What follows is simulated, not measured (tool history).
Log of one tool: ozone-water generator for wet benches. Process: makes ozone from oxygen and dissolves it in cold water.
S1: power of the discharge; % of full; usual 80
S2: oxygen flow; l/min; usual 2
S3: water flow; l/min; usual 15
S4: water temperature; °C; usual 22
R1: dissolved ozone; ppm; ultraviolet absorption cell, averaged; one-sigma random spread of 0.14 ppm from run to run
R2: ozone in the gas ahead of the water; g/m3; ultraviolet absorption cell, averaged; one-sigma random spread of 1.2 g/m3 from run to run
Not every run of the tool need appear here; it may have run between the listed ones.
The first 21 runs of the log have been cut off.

run    hour  S1    S2  S3  S4    R1     R2
 22   704.1  49     2  12  20  12.9    145
 23   745.1  73  1.59  22  23  10.1  231.3
 24   765.9  80  1.86  15  20  15.9  227.6
 25   807.7  79  1.74  12  19  19.2  234.4
 26   849.7  80     2  11  22  19.8    220
 27   880.7  80     2  11  22  20.4  218.8
 28   901.2  99     2  24  22  12.7  261.3
 29     926  80  1.09  12  20  17.7  305.1
 30   959.7  80     2  15  24  15.5  216.9
 31   997.4  80     2  15  24  15.6  219.6
 32  1022.5  80     2  18  22  13.6  218.5

What if the next run were any one of these 4? Each begins from the tool's condition after run 32:
  A  1049  80     2  21  22   ?   ?
  B  1049  44   1.8  18  23   ?   ?
  C  1049  80  1.55  10  22   ?   ?
  D  1049  80     2  15  19   ?   ?

run    R1     R2
  A    12  217.6
  B   8.1  139.7
  C  21.2  251.9
  D  16.4  217.7
With no hidden state in the tool, these same runs would have given:
run    R1     R2
  A  12.6  224.2
  B   8.4    142
  C  22.2  259.5
  D  17.1  224.3

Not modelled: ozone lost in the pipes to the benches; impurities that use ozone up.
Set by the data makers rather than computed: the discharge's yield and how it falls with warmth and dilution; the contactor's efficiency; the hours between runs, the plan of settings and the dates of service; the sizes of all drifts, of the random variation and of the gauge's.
